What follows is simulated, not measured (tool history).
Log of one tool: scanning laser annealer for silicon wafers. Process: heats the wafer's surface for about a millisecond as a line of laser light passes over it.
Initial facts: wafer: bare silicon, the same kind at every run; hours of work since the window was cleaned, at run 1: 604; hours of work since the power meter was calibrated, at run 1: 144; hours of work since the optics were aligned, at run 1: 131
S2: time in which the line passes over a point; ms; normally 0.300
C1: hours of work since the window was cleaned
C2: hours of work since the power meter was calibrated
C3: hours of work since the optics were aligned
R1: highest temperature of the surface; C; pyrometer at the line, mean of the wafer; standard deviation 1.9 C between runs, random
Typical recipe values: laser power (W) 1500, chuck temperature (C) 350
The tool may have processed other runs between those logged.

{"run": 1, "hour": 0.0, "laser power (W)": 1500, "S2": 0.3, "chuck temperature (C)": 350, "C1": 604, "C2": 144, "C3": 131, "R1": 1077}
{"run": 2, "hour": 17.7, "laser power (W)": 1500, "S2": 0.3, "chuck temperature (C)": 350, "C1": 615, "C2": 154, "C3": 142, "R1": 1074}
{"run": 3, "hour": 32.0, "laser power (W)": 1500, "S2": 0.3, "chuck temperature (C)": 356, "C1": 624, "C2": 163, "C3": 151, "R1": 1081}
{"run": 4, "hour": 46.7, "laser power (W)": 1500, "S2": 0.3, "chuck temperature (C)": 364, "C1": 632, "C2": 172, "C3": 159, "R1": 1090}
{"run": 5, "hour": 61.0, "laser power (W)": 1500, "S2": 0.258, "chuck temperature (C)": 350, "C1": 641, "C2": 181, "C3": 168, "R1": 1024}
{"hour": 64.6, "done": "window over the wafer cleaned"}
{"run": 6, "hour": 78.9, "laser power (W)": 1500, "S2": 0.258, "chuck temperature (C)": 350, "C1": 9, "C2": 190, "C3": 178, "R1": 1058}
{"run": 7, "hour": 93.8, "laser power (W)": 1611, "S2": 0.3, "chuck temperature (C)": 350, "C1": 18, "C2": 199, "C3": 187, "R1": 1169}
{"run": 8, "hour": 112.2, "laser power (W)": 1500, "S2": 0.3, "chuck temperature (C)": 350, "C1": 29, "C2": 211, "C3": 198, "R1": 1117}
{"run": 9, "hour": 121.2, "laser power (W)": 1500, "S2": 0.3, "chuck temperature (C)": 350, "C1": 34, "C2": 216, "C3": 204, "R1": 1113}
{"run": 10, "hour": 133.7, "laser power (W)": 1500, "S2": 0.3, "chuck temperature (C)": 350, "C1": 42, "C2": 224, "C3": 211, "R1": 1116}
{"run": 11, "hour": 142.4, "laser power (W)": 1500, "S2": 0.3, "chuck temperature (C)": 350, "C1": 47, "C2": 229, "C3": 216, "R1": 1113}
{"run": 12, "hour": 160.7, "laser power (W)": 1500, "S2": 0.3, "chuck temperature (C)": 350, "C1": 58, "C2": 240, "C3": 228, "R1": 1115}
{"run": 13, "hour": 169.3, "laser power (W)": 1500, "S2": 0.3, "chuck temperature (C)": 350, "C1": 64, "C2": 245, "C3": 233, "R1": 1112}
{"run": 14, "hour": 189.0, "laser power (W)": 1500, "S2": 0.3, "chuck temperature (C)": 350, "C1": 76, "C2": 257, "C3": 245, "R1": 1114}
{"run": 15, "hour": 208.4, "laser power (W)": 1500, "S2": 0.3, "chuck temperature (C)": 350, "C1": 87, "C2": 269, "C3": 257, "R1": 1116}
{"run": 16, "hour": 223.6, "laser power (W)": 1500, "S2": 0.3, "chuck temperature (C)": 343, "C1": 97, "C2": 278, "C3": 266, "R1": 1103}
{"run": 17, "hour": 232.3, "laser power (W)": 1500, "S2": 0.3, "chuck temperature (C)": 343, "C1": 102, "C2": 284, "C3": 271, "R1": 1102}
{"run": 18, "hour": 248.7, "laser power (W)": 1500, "S2": 0.3, "chuck temperature (C)": 343, "C1": 112, "C2": 294, "C3": 281, "R1": 1101}
{"run": 19, "hour": 259.6, "laser power (W)": 1364, "S2": 0.3, "chuck temperature (C)": 324, "C1": 119, "C2": 300, "C3": 288, "R1": 1021}
{"run": 20, "hour": 280.4, "laser power (W)": 1469, "S2": 0.3, "chuck temperature (C)": 350, "C1": 131, "C2": 313, "C3": 300, "R1": 1093}
{"run": 21, "hour": 300.9, "laser power (W)": 1569, "S2": 0.3, "chuck temperature (C)": 350, "C1": 144, "C2": 325, "C3": 313, "R1": 1141}
{"run": 22, "hour": 310.8, "laser power (W)": 1446, "S2": 0.38, "chuck temperature (C)": 350, "C1": 150, "C2": 331, "C3": 319, "R1": 1167}
{"run": 23, "hour": 326.5, "laser power (W)": 1446, "S2": 0.38, "chuck temperature (C)": 324, "C1": 159, "C2": 341, "C3": 328, "R1": 1144}
{"run": 24, "hour": 344.8, "laser power (W)": 1386, "S2": 0.368, "chuck temperature (C)": 350, "C1": 170, "C2": 352, "C3": 339, "R1": 1121}
{"run": 25, "hour": 364.2, "laser power (W)": 1386, "S2": 0.368, "chuck temperature (C)": 350, "C1": 182, "C2": 364, "C3": 351, "R1": 1121}
{"run": 26, "hour": 378.4, "laser power (W)": 1458, "S2": 0.211, "chuck temperature (C)": 380, "C1": 191, "C2": 372, "C3": 360, "R1": 999}
{"run": 27, "hour": 399.0, "laser power (W)": 1370, "S2": 0.211, "chuck temperature (C)": 320, "C1": 203, "C2": 385, "C3": 372, "R1": 903}
{"run": 28, "hour": 415.5, "laser power (W)": 1370, "S2": 0.211, "chuck temperature (C)": 320, "C1": 213, "C2": 395, "C3": 382, "R1": 904}
{"run": 29, "hour": 436.3, "laser power (W)": 1370, "S2": 0.211, "chuck temperature (C)": 320, "C1": 226, "C2": 408, "C3": 395, "R1": 905}
{"run": 30, "hour": 451.3, "laser power (W)": 1544, "S2": 0.358, "chuck temperature (C)": 354, "C1": 235, "C2": 417, "C3": 404, "R1": 1198}
{"run": 31, "hour": 467.9, "laser power (W)": 1500, "S2": 0.242, "chuck temperature (C)": 350, "C1": 245, "C2": 427, "C3": 414, "R1": 1029}
{"run": 32, "hour": 485.7, "laser power (W)": 1500, "S2": 0.282, "chuck temperature (C)": 342, "C1": 256, "C2": 438, "C3": 425, "R1": 1069}
{"run": 33, "hour": 499.7, "laser power (W)": 1428, "S2": 0.334, "chuck temperature (C)": 350, "C1": 265, "C2": 446, "C3": 434, "R1": 1103}
{"run": 34, "hour": 508.3, "laser power (W)": 1428, "S2": 0.334, "chuck temperature (C)": 350, "C1": 270, "C2": 451, "C3": 439, "R1": 1100}
{"run": 35, "hour": 520.3, "laser power (W)": 1650, "S2": 0.361, "chuck temperature (C)": 312, "C1": 277, "C2": 459, "C3": 446, "R1": 1208}

Some steps in R1, run to run, broken into two amounts with sign: the step expected even without the hidden condition (settings, incoming material, random variation), and the rest, left for the hidden condition together with whatever gauge scatter is not in both the measured and the hidden-condition-free result:
Unlogged tool condition in this case: light that passes the window, % of a clean one's; laser's true power over the reading, %; width of the line over the set one, %; drift of the gauge itself on peak_c, C.
Run 5 -> 6: window over the wafer cleaned. R1 +34 C: hidden state +40, all else -6.
Run 25 -> 26: laser power (W) 1386 -> 1458, S2 0.368 -> 0.211, chuck temperature (C) 350 -> 380. R1 -122 C: hidden state +3, all else -125.
Run 29 -> 30: laser power (W) 1370 -> 1544, S2 0.211 -> 0.358, chuck temperature (C) 320 -> 354. R1 +293 C: hidden state -8, all else +301.
Run 30 -> 31: laser power (W) 1544 -> 1500, S2 0.358 -> 0.242, chuck temperature (C) 354 -> 350. R1 -169 C: hidden state +4, all else -173.
Run 34 -> 35: laser power (W) 1428 -> 1650, S2 0.334 -> 0.361, chuck temperature (C) 350 -> 312. R1 +108 C: hidden state -5, all else +113.
